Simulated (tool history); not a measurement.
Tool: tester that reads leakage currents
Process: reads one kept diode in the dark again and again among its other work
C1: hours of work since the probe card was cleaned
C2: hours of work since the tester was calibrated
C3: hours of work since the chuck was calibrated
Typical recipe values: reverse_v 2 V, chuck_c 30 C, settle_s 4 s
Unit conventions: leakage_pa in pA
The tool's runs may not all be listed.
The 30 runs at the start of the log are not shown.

run 31 hour=910.6 | reverse_v=13.2 chuck_c=33 settle_s=7.63 | C1=1494 C2=867 C3=90 | leakage_pa=390.88
run 32 hour=942.7 | reverse_v=13.52 chuck_c=59 settle_s=4 | C1=1519 C2=892 C3=115 | leakage_pa=2449.59
run 33 hour=985.4 | reverse_v=13.52 chuck_c=59 settle_s=4 | C1=1553 C2=926 C3=149 | leakage_pa=2452.78
run 34 hour=1009.6 | reverse_v=2 chuck_c=25 settle_s=3.19 | C1=1572 C2=945 C3=168 | leakage_pa=79.44
run 35 hour=1041.6 | reverse_v=2 chuck_c=25 settle_s=3.19 | C1=1597 C2=970 C3=193 | leakage_pa=79.8
run 36 hour=1079.7 | reverse_v=17.37 chuck_c=30 settle_s=9.48 | C1=1627 C2=1000 C3=223 | leakage_pa=365.52
run 37 hour=1110.7 | reverse_v=17.37 chuck_c=30 settle_s=9.48 | C1=1651 C2=1024 C3=247 | leakage_pa=366.87
run 38 hour=1140.8 | reverse_v=1.4 chuck_c=30 settle_s=1.23 | C1=1675 C2=1048 C3=271 | leakage_pa=98.4

Each row is a separate what-if for the run after 38, all from the same tool condition, not one after another. Results?
run A hour=1183.1 | reverse_v=4.54 chuck_c=30 settle_s=0.65 | C1=1708 C2=1081 C3=304 | leakage_pa=?
run B hour=1183.1 | reverse_v=1.09 chuck_c=30 settle_s=1.32 | C1=1708 C2=1081 C3=304 | leakage_pa=?
run C hour=1183.1 | reverse_v=2.18 chuck_c=48 settle_s=2.62 | C1=1708 C2=1081 C3=304 | leakage_pa=?
run D hour=1183.1 | reverse_v=3.49 chuck_c=25 settle_s=4 | C1=1708 C2=1081 C3=304 | leakage_pa=?

run=A leakage_pa=183.68
run=B leakage_pa=86.55
run=C leakage_pa=463.86
run=D leakage_pa=106.98
The same runs, with their run-to-run variation unchanged, on a tool lacking any hidden condition would have given:
run=A leakage_pa=176
run=B leakage_pa=83.79
run=C leakage_pa=452.95
run=D leakage_pa=101.73

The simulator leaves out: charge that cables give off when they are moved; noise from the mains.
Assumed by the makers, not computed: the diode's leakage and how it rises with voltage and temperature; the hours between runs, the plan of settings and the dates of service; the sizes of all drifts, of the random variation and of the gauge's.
